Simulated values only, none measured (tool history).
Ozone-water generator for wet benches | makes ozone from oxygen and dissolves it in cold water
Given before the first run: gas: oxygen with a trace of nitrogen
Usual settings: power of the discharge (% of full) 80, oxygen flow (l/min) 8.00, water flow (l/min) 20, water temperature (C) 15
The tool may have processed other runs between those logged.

run     day  power of the discharge (% of full)  oxygen flow (l/min)  water flow (l/min)  water temperature (C)  dissolved ozone (ppm)  ozone in the gas ahead of the water (g/m3)
  1   0.000                                  80                 8.00                  20                     15                   30.5                                       224.9
  2   2.896                                  80                 8.00                  20                     15                   30.3                                       223.7
  3   5.450                                  80                 8.00                  20                     15                   30.7                                       223.7
  4   7.729                                  80                 8.00                  20                     15                   30.2                                       223.5
  5  10.029                                  80                 8.00                  17                     15                   33.6                                       223.8
  6  14.604                                  70                 8.00                  17                     15                   30.7                                       205.7
  7  19.088                                  70                 8.00                  17                     15                   31.0                                       204.3
  8  23.667                                  70                 8.00                  17                     15                   30.9                                       207.1
  9  26.383                                  70                 8.00                  17                     15                   30.9                                       203.4
 10  30.625                                  80                 8.00                  24                     15                   26.6                                       221.0
 11  33.921                                  80                 8.00                  20                     15                   29.7                                       221.8
 12  38.121                                  80                 8.00                  20                     15                   30.0                                       219.4
 13  41.642                                  80                 8.00                  29                     15                   22.8                                       218.8
 14  45.000                                  80                 8.00                  29                     15                   22.8                                       219.8
 15  48.200                                  80                 8.00                  29                     15                   22.7                                       219.8
     48.446  -- water thermometer calibrated
 16  50.117                                  83                 7.87                  13                     13                   41.4                                       224.8
 17  52.658                                  83                 7.87                  13                     13                   41.7                                       225.4
     55.629  -- water thermometer calibrated, once more
 18  56.838                                  83                 7.87                  13                     13                   41.2                                       225.7
 19  59.179                                  53                 5.71                  24                     13                   21.1                                       210.1
 20  61.142                                  53                 5.71                  24                     13                   21.2                                       208.9

What will run 21 give?
 21  64.238                                  53                 5.73                  24                     13                      ?                                           ?

{"run 21": {"dissolved ozone (ppm)": 21.4, "ozone in the gas ahead of the water (g/m3)": 208.7}}
On a tool with no hidden condition, and with the same random variation, this run would have come out at dissolved ozone (ppm) 22.8, ozone in the gas ahead of the water (g/m3) 216.1.
